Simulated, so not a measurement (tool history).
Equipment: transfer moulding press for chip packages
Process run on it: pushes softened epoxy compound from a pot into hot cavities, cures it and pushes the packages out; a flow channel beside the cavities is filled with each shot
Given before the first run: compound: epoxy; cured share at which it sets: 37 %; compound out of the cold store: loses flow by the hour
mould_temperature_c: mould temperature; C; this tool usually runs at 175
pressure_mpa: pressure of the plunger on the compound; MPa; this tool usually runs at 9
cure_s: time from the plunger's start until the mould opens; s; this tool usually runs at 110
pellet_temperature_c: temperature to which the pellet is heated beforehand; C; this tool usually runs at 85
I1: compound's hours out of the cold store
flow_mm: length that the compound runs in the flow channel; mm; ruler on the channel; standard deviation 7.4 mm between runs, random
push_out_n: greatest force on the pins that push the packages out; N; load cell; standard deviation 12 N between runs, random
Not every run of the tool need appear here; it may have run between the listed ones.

{"run": 1, "hour": 0.0, "mould_temperature_c": 175, "pressure_mpa": 9, "cure_s": 110, "pellet_temperature_c": 85, "I1": 44.5, "flow_mm": 715, "push_out_n": 578}
{"run": 2, "hour": 8.5, "mould_temperature_c": 175, "pressure_mpa": 9, "cure_s": 110, "pellet_temperature_c": 85, "I1": 28.3, "flow_mm": 766, "push_out_n": 623}
{"run": 3, "hour": 16.0, "mould_temperature_c": 175, "pressure_mpa": 9, "cure_s": 110, "pellet_temperature_c": 85, "I1": 18.9, "flow_mm": 776, "push_out_n": 687}
{"run": 4, "hour": 28.9, "mould_temperature_c": 175, "pressure_mpa": 9, "cure_s": 110, "pellet_temperature_c": 85, "I1": 32.4, "flow_mm": 749, "push_out_n": 689}
{"run": 5, "hour": 37.2, "mould_temperature_c": 175, "pressure_mpa": 9, "cure_s": 110, "pellet_temperature_c": 85, "I1": 25.2, "flow_mm": 762, "push_out_n": 746}
{"run": 6, "hour": 48.2, "mould_temperature_c": 175, "pressure_mpa": 9, "cure_s": 110, "pellet_temperature_c": 85, "I1": 14.5, "flow_mm": 804, "push_out_n": 764}
{"hour": 55.8, "done": "cavities cleaned with cleaning compound and waxed"}
{"run": 7, "hour": 64.1, "mould_temperature_c": 175, "pressure_mpa": 9, "cure_s": 110, "pellet_temperature_c": 92, "I1": 44.9, "flow_mm": 717, "push_out_n": 552}

Estimate the outcome of run 8 from the log above:
{"run": 8, "hour": 79.6, "mould_temperature_c": 173, "pressure_mpa": 9.91, "cure_s": 144, "pellet_temperature_c": 94, "I1": 10.6, "flow_mm": "?", "push_out_n": "?"}

flow_mm: 851 mm
push_out_n: 529 N
Minus the tool's unlogged condition, the same run would have read flow_mm 925 mm, push_out_n 448 N.
